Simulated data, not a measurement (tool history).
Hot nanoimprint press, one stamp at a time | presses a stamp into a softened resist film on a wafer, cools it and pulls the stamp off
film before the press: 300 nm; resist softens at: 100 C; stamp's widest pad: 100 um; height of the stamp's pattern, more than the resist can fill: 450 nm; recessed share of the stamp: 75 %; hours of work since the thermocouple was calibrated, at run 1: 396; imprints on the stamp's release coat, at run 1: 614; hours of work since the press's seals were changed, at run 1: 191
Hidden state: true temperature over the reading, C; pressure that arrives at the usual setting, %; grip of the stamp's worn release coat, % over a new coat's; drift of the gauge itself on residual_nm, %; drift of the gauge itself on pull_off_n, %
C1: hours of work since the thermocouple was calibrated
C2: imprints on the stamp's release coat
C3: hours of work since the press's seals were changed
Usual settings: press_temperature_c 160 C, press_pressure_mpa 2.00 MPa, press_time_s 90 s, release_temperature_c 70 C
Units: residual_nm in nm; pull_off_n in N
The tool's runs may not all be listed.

{"run": 1, "hour": 0.0, "press_temperature_c": 160, "press_pressure_mpa": 2.0, "press_time_s": 90, "release_temperature_c": 70, "C1": 396, "C2": 614, "C3": 191, "residual_nm": 133.9, "pull_off_n": 243}
{"hour": 7.0, "done": "plate thermocouple calibrated"}
{"run": 2, "hour": 15.2, "press_temperature_c": 160, "press_pressure_mpa": 2.0, "press_time_s": 90, "release_temperature_c": 70, "C1": 5, "C2": 651, "C3": 199, "residual_nm": 144.4, "pull_off_n": 244}
{"run": 3, "hour": 28.5, "press_temperature_c": 160, "press_pressure_mpa": 2.0, "press_time_s": 90, "release_temperature_c": 72, "C1": 14, "C2": 692, "C3": 207, "residual_nm": 144.5, "pull_off_n": 244}
{"run": 4, "hour": 36.9, "press_temperature_c": 160, "press_pressure_mpa": 2.0, "press_time_s": 90, "release_temperature_c": 72, "C1": 20, "C2": 718, "C3": 213, "residual_nm": 143.9, "pull_off_n": 243}
{"run": 5, "hour": 52.5, "press_temperature_c": 160, "press_pressure_mpa": 2.0, "press_time_s": 90, "release_temperature_c": 72, "C1": 30, "C2": 765, "C3": 223, "residual_nm": 143.0, "pull_off_n": 245}
{"run": 6, "hour": 67.2, "press_temperature_c": 160, "press_pressure_mpa": 2.0, "press_time_s": 90, "release_temperature_c": 68, "C1": 39, "C2": 810, "C3": 233, "residual_nm": 142.3, "pull_off_n": 259}
{"run": 7, "hour": 76.5, "press_temperature_c": 160, "press_pressure_mpa": 2.63, "press_time_s": 90, "release_temperature_c": 70, "C1": 45, "C2": 839, "C3": 239, "residual_nm": 127.2, "pull_off_n": 249}
{"run": 8, "hour": 89.5, "press_temperature_c": 160, "press_pressure_mpa": 2.63, "press_time_s": 90, "release_temperature_c": 75, "C1": 54, "C2": 879, "C3": 247, "residual_nm": 126.7, "pull_off_n": 240}
{"run": 9, "hour": 104.9, "press_temperature_c": 160, "press_pressure_mpa": 2.63, "press_time_s": 90, "release_temperature_c": 75, "C1": 64, "C2": 926, "C3": 257, "residual_nm": 126.2, "pull_off_n": 246}
{"run": 10, "hour": 120.0, "press_temperature_c": 160, "press_pressure_mpa": 2.63, "press_time_s": 90, "release_temperature_c": 75, "C1": 74, "C2": 972, "C3": 267, "residual_nm": 126.8, "pull_off_n": 243}
{"hour": 128.5, "done": "stamp cleaned and given a new release coat"}
{"run": 11, "hour": 140.5, "press_temperature_c": 160, "press_pressure_mpa": 2.63, "press_time_s": 90, "release_temperature_c": 75, "C1": 83, "C2": 37, "C3": 277, "residual_nm": 125.9, "pull_off_n": 223}
{"run": 12, "hour": 152.1, "press_temperature_c": 160, "press_pressure_mpa": 2.0, "press_time_s": 90, "release_temperature_c": 70, "C1": 91, "C2": 73, "C3": 284, "residual_nm": 141.9, "pull_off_n": 234}
{"run": 13, "hour": 165.3, "press_temperature_c": 160, "press_pressure_mpa": 2.0, "press_time_s": 90, "release_temperature_c": 70, "C1": 99, "C2": 113, "C3": 293, "residual_nm": 141.8, "pull_off_n": 229}
{"run": 14, "hour": 175.9, "press_temperature_c": 160, "press_pressure_mpa": 2.0, "press_time_s": 90, "release_temperature_c": 62, "C1": 106, "C2": 145, "C3": 300, "residual_nm": 141.3, "pull_off_n": 248}
{"run": 15, "hour": 190.6, "press_temperature_c": 160, "press_pressure_mpa": 2.0, "press_time_s": 90, "release_temperature_c": 62, "C1": 116, "C2": 190, "C3": 309, "residual_nm": 141.6, "pull_off_n": 251}
{"run": 16, "hour": 205.2, "press_temperature_c": 152, "press_pressure_mpa": 2.0, "press_time_s": 54, "release_temperature_c": 62, "C1": 125, "C2": 235, "C3": 319, "residual_nm": 211.5, "pull_off_n": 251}
{"run": 17, "hour": 218.0, "press_temperature_c": 165, "press_pressure_mpa": 1.44, "press_time_s": 124, "release_temperature_c": 57, "C1": 134, "C2": 274, "C3": 327, "residual_nm": 121.8, "pull_off_n": 265}
{"run": 18, "hour": 229.2, "press_temperature_c": 165, "press_pressure_mpa": 1.44, "press_time_s": 124, "release_temperature_c": 57, "C1": 141, "C2": 308, "C3": 334, "residual_nm": 122.0, "pull_off_n": 264}
{"run": 19, "hour": 243.2, "press_temperature_c": 165, "press_pressure_mpa": 1.44, "press_time_s": 124, "release_temperature_c": 57, "C1": 150, "C2": 351, "C3": 343, "residual_nm": 122.2, "pull_off_n": 265}
{"run": 20, "hour": 254.2, "press_temperature_c": 165, "press_pressure_mpa": 2.81, "press_time_s": 124, "release_temperature_c": 57, "C1": 157, "C2": 385, "C3": 351, "residual_nm": 89.2, "pull_off_n": 266}
{"run": 21, "hour": 268.7, "press_temperature_c": 168, "press_pressure_mpa": 2.81, "press_time_s": 55, "release_temperature_c": 56, "C1": 167, "C2": 429, "C3": 360, "residual_nm": 113.0, "pull_off_n": 267}
{"run": 22, "hour": 275.8, "press_temperature_c": 168, "press_pressure_mpa": 2.81, "press_time_s": 55, "release_temperature_c": 56, "C1": 171, "C2": 450, "C3": 365, "residual_nm": 113.3, "pull_off_n": 267}
{"run": 23, "hour": 285.1, "press_temperature_c": 167, "press_pressure_mpa": 1.4, "press_time_s": 166, "release_temperature_c": 76, "C1": 177, "C2": 479, "C3": 371, "residual_nm": 102.8, "pull_off_n": 233}
{"run": 24, "hour": 294.5, "press_temperature_c": 158, "press_pressure_mpa": 2.0, "press_time_s": 69, "release_temperature_c": 70, "C1": 183, "C2": 507, "C3": 377, "residual_nm": 164.6, "pull_off_n": 242}
{"run": 25, "hour": 307.7, "press_temperature_c": 152, "press_pressure_mpa": 1.58, "press_time_s": 60, "release_temperature_c": 62, "C1": 192, "C2": 548, "C3": 385, "residual_nm": 216.0, "pull_off_n": 257}
{"run": 26, "hour": 317.1, "press_temperature_c": 160, "press_pressure_mpa": 2.0, "press_time_s": 78, "release_temperature_c": 70, "C1": 198, "C2": 577, "C3": 392, "residual_nm": 147.3, "pull_off_n": 246}
{"run": 27, "hour": 330.6, "press_temperature_c": 160, "press_pressure_mpa": 2.0, "press_time_s": 78, "release_temperature_c": 70, "C1": 207, "C2": 618, "C3": 400, "residual_nm": 147.4, "pull_off_n": 246}
{"run": 28, "hour": 342.7, "press_temperature_c": 170, "press_pressure_mpa": 2.0, "press_time_s": 55, "release_temperature_c": 60, "C1": 215, "C2": 655, "C3": 408, "residual_nm": 123.6, "pull_off_n": 270}
{"run": 29, "hour": 354.3, "press_temperature_c": 160, "press_pressure_mpa": 1.37, "press_time_s": 66, "release_temperature_c": 70, "C1": 222, "C2": 690, "C3": 416, "residual_nm": 179.5, "pull_off_n": 244}
{"run": 30, "hour": 369.2, "press_temperature_c": 158, "press_pressure_mpa": 2.0, "press_time_s": 50, "release_temperature_c": 70, "C1": 232, "C2": 736, "C3": 426, "residual_nm": 181.9, "pull_off_n": 251}

Forecast each of these 4 alternatives for the next run:
{"run": "A", "hour": 379.0, "press_temperature_c": 158, "press_pressure_mpa": 1.29, "press_time_s": 68, "release_temperature_c": 64, "C1": 239, "C2": 766, "C3": 432, "residual_nm": "?", "pull_off_n": "?"}
{"run": "B", "hour": 379.0, "press_temperature_c": 158, "press_pressure_mpa": 2.0, "press_time_s": 47, "release_temperature_c": 74, "C1": 239, "C2": 766, "C3": 432, "residual_nm": "?", "pull_off_n": "?"}
{"run": "C", "hour": 379.0, "press_temperature_c": 158, "press_pressure_mpa": 1.33, "press_time_s": 76, "release_temperature_c": 64, "C1": 239, "C2": 766, "C3": 432, "residual_nm": "?", "pull_off_n": "?"}
{"run": "D", "hour": 379.0, "press_temperature_c": 160, "press_pressure_mpa": 2.45, "press_time_s": 90, "release_temperature_c": 70, "C1": 239, "C2": 766, "C3": 432, "residual_nm": "?", "pull_off_n": "?"}

run=A residual_nm=190.4 pull_off_n=261
run=B residual_nm=184.8 pull_off_n=240
run=C residual_nm=182.2 pull_off_n=260
run=D residual_nm=126.3 pull_off_n=248
Without the tool's hidden state the same runs would have given:
run=A residual_nm=195.7 pull_off_n=244
run=B residual_nm=189.9 pull_off_n=225
run=C residual_nm=187.6 pull_off_n=243
run=D residual_nm=130.5 pull_off_n=232
